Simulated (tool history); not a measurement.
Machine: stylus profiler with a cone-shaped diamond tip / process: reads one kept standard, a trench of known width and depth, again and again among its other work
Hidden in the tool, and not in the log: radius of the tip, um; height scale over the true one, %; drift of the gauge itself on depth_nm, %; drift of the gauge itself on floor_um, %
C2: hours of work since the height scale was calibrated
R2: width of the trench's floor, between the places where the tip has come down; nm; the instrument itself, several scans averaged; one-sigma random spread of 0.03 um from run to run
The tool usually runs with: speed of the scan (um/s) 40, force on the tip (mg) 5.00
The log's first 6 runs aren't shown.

run 7 hour=85.5 | speed_of_the_scan_(um/s)=40 force_on_the_tip_(mg)=5.00 | scans_with_this_tip=665 C2=126 | depth_of_the_trench_(nm)=1025.57 R2=45800
run 8 hour=95.2 | speed_of_the_scan_(um/s)=40 force_on_the_tip_(mg)=5.00 | scans_with_this_tip=700 C2=133 | depth_of_the_trench_(nm)=1025.96 R2=45850
run 9 hour=111.8 | speed_of_the_scan_(um/s)=40 force_on_the_tip_(mg)=5.97 | scans_with_this_tip=759 C2=144 | depth_of_the_trench_(nm)=1029.41 R2=45800
run 10 hour=132.6 | speed_of_the_scan_(um/s)=40 force_on_the_tip_(mg)=5.97 | scans_with_this_tip=833 C2=158 | depth_of_the_trench_(nm)=1029.09 R2=45880
run 11 hour=147.2 | speed_of_the_scan_(um/s)=40 force_on_the_tip_(mg)=5.97 | scans_with_this_tip=885 C2=168 | depth_of_the_trench_(nm)=1029.46 R2=45830
run 12 hour=160.4 | speed_of_the_scan_(um/s)=40 force_on_the_tip_(mg)=5.97 | scans_with_this_tip=932 C2=177 | depth_of_the_trench_(nm)=1029.22 R2=45810
run 13 hour=172.2 | speed_of_the_scan_(um/s)=40 force_on_the_tip_(mg)=5.97 | scans_with_this_tip=974 C2=185 | depth_of_the_trench_(nm)=1029.15 R2=45830
run 14 hour=194.5 | speed_of_the_scan_(um/s)=52 force_on_the_tip_(mg)=5.00 | scans_with_this_tip=1054 C2=200 | depth_of_the_trench_(nm)=1025.76 R2=45750
run 15 hour=212.2 | speed_of_the_scan_(um/s)=40 force_on_the_tip_(mg)=5.00 | scans_with_this_tip=1117 C2=212 | depth_of_the_trench_(nm)=1026.04 R2=45780
run 16 hour=232.3 | speed_of_the_scan_(um/s)=37 force_on_the_tip_(mg)=5.00 | scans_with_this_tip=1188 C2=226 | depth_of_the_trench_(nm)=1025.78 R2=45780
run 17 hour=249.4 | speed_of_the_scan_(um/s)=37 force_on_the_tip_(mg)=5.00 | scans_with_this_tip=1249 C2=237 | depth_of_the_trench_(nm)=1025.80 R2=45820
run 18 hour=271.7 | speed_of_the_scan_(um/s)=37 force_on_the_tip_(mg)=5.00 | scans_with_this_tip=1329 C2=253 | depth_of_the_trench_(nm)=1026.07 R2=45750
run 19 hour=290.9 | speed_of_the_scan_(um/s)=32 force_on_the_tip_(mg)=4.33 | scans_with_this_tip=1397 C2=266 | depth_of_the_trench_(nm)=1023.50 R2=45790
run 20 hour=301.7 | speed_of_the_scan_(um/s)=32 force_on_the_tip_(mg)=4.33 | scans_with_this_tip=1436 C2=273 | depth_of_the_trench_(nm)=1023.30 R2=45820
run 21 hour=323.6 | speed_of_the_scan_(um/s)=32 force_on_the_tip_(mg)=4.33 | scans_with_this_tip=1514 C2=288 | depth_of_the_trench_(nm)=1023.37 R2=45770
run 22 hour=338.4 | speed_of_the_scan_(um/s)=71 force_on_the_tip_(mg)=12.50 | scans_with_this_tip=1566 C2=298 | depth_of_the_trench_(nm)=1048.51 R2=45720
run 23 hour=349.8 | speed_of_the_scan_(um/s)=45 force_on_the_tip_(mg)=2.42 | scans_with_this_tip=1607 C2=306 | depth_of_the_trench_(nm)=1015.56 R2=45690
run 24 hour=358.9 | speed_of_the_scan_(um/s)=33 force_on_the_tip_(mg)=14.27 | scans_with_this_tip=1640 C2=312 | depth_of_the_trench_(nm)=1052.66 R2=45850
-- hour=361.0 height scale calibrated on a step standard
run 25 hour=375.0 | speed_of_the_scan_(um/s)=94 force_on_the_tip_(mg)=5.20 | scans_with_this_tip=1695 C2=9 | depth_of_the_trench_(nm)=1026.09 R2=45470
run 26 hour=388.0 | speed_of_the_scan_(um/s)=158 force_on_the_tip_(mg)=4.78 | scans_with_this_tip=1742 C2=18 | depth_of_the_trench_(nm)=1024.98 R2=45210
run 27 hour=410.4 | speed_of_the_scan_(um/s)=158 force_on_the_tip_(mg)=4.78 | scans_with_this_tip=1821 C2=33 | depth_of_the_trench_(nm)=1025.15 R2=45240
run 28 hour=423.3 | speed_of_the_scan_(um/s)=95 force_on_the_tip_(mg)=4.78 | scans_with_this_tip=1867 C2=42 | depth_of_the_trench_(nm)=1024.73 R2=45470
run 29 hour=438.7 | speed_of_the_scan_(um/s)=11 force_on_the_tip_(mg)=5.42 | scans_with_this_tip=1922 C2=53 | depth_of_the_trench_(nm)=1026.95 R2=45860

Run 30 has not been measured yet. What should we expect?
run 30 hour=457.9 | speed_of_the_scan_(um/s)=23 force_on_the_tip_(mg)=5.00 | scans_with_this_tip=1991 C2=66 | depth_of_the_trench_(nm)=? R2=?

depth of the trench (nm): 1025.83
R2: 45820 nm
Were there no unlogged condition in the tool, this run, its random variation unchanged, would have produced depth of the trench (nm) 1026.51, R2 45930 nm.
